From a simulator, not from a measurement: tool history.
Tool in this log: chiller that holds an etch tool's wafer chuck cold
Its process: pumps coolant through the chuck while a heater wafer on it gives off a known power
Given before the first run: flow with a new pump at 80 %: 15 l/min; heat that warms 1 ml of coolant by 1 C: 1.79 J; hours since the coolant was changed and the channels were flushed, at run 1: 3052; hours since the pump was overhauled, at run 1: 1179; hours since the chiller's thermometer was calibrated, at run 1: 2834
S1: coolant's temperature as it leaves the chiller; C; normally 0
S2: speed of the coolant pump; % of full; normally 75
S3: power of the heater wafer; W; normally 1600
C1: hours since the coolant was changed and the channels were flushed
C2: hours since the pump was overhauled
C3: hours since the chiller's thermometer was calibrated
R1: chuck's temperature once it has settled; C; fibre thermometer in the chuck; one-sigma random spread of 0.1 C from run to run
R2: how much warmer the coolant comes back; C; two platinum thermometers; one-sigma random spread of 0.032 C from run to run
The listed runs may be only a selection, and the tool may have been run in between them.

| run | hour | S1 | S2 | S3 | C1 | C2 | C3 | R1 | R2 |
|---|---|---|---|---|---|---|---|---|---|
| 1 | 0 | 0 | 75 | 1600 | 3052 | 1179 | 2834 | 13.3 | 3.92 |
| 2 | 36.8 | 0 | 75 | 1600 | 3089 | 1215 | 2871 | 13.4 | 3.99 |
| 3 | 77.4 | 0 | 75 | 1600 | 3130 | 1256 | 2912 | 13.1 | 3.97 |
| 4 | 112.6 | 0 | 75 | 1600 | 3165 | 1291 | 2947 | 13.3 | 3.96 |
| 5 | 149.3 | 0 | 75 | 1600 | 3202 | 1328 | 2984 | 13.2 | 3.96 |
| 6 | 172.3 | 0 | 75 | 1600 | 3225 | 1351 | 3007 | 13.4 | 3.92 |
| 7 | 194.9 | 0 | 75 | 1600 | 3247 | 1373 | 3029 | 13.4 | 3.98 |
| 8 | 229.5 | 0 | 75 | 835 | 3282 | 1408 | 3064 | 7.2 | 2.1 |
| 9 | 260.5 | 0 | 75 | 835 | 3313 | 1439 | 3095 | 7.2 | 2.1 |
| 10 | 285.4 | 0 | 75 | 835 | 3338 | 1464 | 3120 | 7.2 | 2.1 |
| 11 | 325.9 | 0 | 65 | 1600 | 3378 | 1504 | 3160 | 14.8 | 4.64 |
| 12 | 364.3 | 0 | 65 | 1426 | 3417 | 1543 | 3199 | 13.1 | 4.11 |
| 13 | 404 | 4 | 75 | 1600 | 3456 | 1583 | 3238 | 17.6 | 3.94 |
| 14 | 445.1 | 4 | 75 | 1600 | 3497 | 1624 | 3279 | 17.5 | 3.95 |
| 15 | 471.5 | 4 | 64 | 1600 | 3524 | 1650 | 3306 | 19.1 | 4.7 |
| 16 | 493.2 | -3 | 64 | 1600 | 3545 | 1672 | 3328 | 11.9 | 4.75 |
|  | 501.8 | coolant pump overhauled |
| 17 | 535.9 | 8 | 74 | 1600 | 3583 | 34 | 3365 | 21.7 | 4.06 |
| 18 | 571.5 | 8 | 74 | 1186 | 3619 | 70 | 3401 | 18.3 | 3.05 |
| 19 | 604.9 | 8 | 74 | 1186 | 3652 | 103 | 3434 | 18.4 | 3.04 |
|  | 630.3 | coolant pump overhauled, once more |
| 20 | 645.2 | 0 | 97 | 813 | 3687 | 15 | 3470 | 6.1 | 1.48 |
| 21 | 670.7 | -10 | 99 | 1600 | 3713 | 40 | 3495 | 1.3 | 2.85 |
| 22 | 709.2 | 2 | 65 | 2249 | 3752 | 79 | 3534 | 22.4 | 6.3 |
| 23 | 728.6 | 6 | 75 | 1453 | 3771 | 98 | 3553 | 18.1 | 3.51 |
| 24 | 759.6 | 4 | 63 | 1828 | 3802 | 129 | 3584 | 21.1 | 5.32 |
| 25 | 794.8 | 0 | 90 | 1640 | 3837 | 164 | 3619 | 12.3 | 3.23 |
| 26 | 814.2 | 0 | 90 | 1640 | 3857 | 184 | 3639 | 12.4 | 3.21 |
| 27 | 837.3 | 3 | 77 | 875 | 3880 | 207 | 3662 | 10.5 | 2.09 |
| 28 | 875.2 | -7 | 72 | 1948 | 3917 | 245 | 3700 | 9.7 | 4.89 |
| 29 | 904.7 | 0 | 78 | 1641 | 3947 | 274 | 3729 | 13.3 | 3.78 |
| 30 | 927 | 6 | 78 | 1642 | 3969 | 297 | 3751 | 19.6 | 3.76 |
| 31 | 952.3 | -7 | 67 | 1690 | 3995 | 322 | 3777 | 8.2 | 4.68 |

Selected run-to-run steps in R1, each split into two signed amounts: the part the tool would show with no hidden state at all (from settings, incoming material and random variation), and the remainder, which goes to the hidden state together with any gauge scatter not common to the measured and the hidden-state-free results:
Hidden state present: heat passed by the chuck's channels, % of clean ones'; flow at a given pump speed, % of a new pump's; coolant's true temperature over the reading, C; drift of the gauge itself on chuck_c, C; drift of the gauge itself on warmer_back_c, C.
Run 10 -> 11: S2 75 -> 65, S3 835 -> 1600. R1 +7.6 C: hidden state +0.6, all else +7.
Run 19 -> 20: S1 8 -> 0, S2 74 -> 97, S3 1186 -> 813, coolant pump overhauled, once more. R1 -12.3 C: hidden state -0.6, all else -11.7.
Run 21 -> 22: S1 -10 -> 2, S2 99 -> 65, S3 1600 -> 2249. R1 +21.1 C: hidden state +0.5, all else +20.6.
Run 27 -> 28: S1 3 -> -7, S2 77 -> 72, S3 875 -> 1948. R1 -0.8 C: hidden state +0.6, all else -1.4.
Run 30 -> 31: S1 6 -> -7, S2 78 -> 67, S3 1642 -> 1690. R1 -11.4 C: hidden state +0.1, all else -11.5.
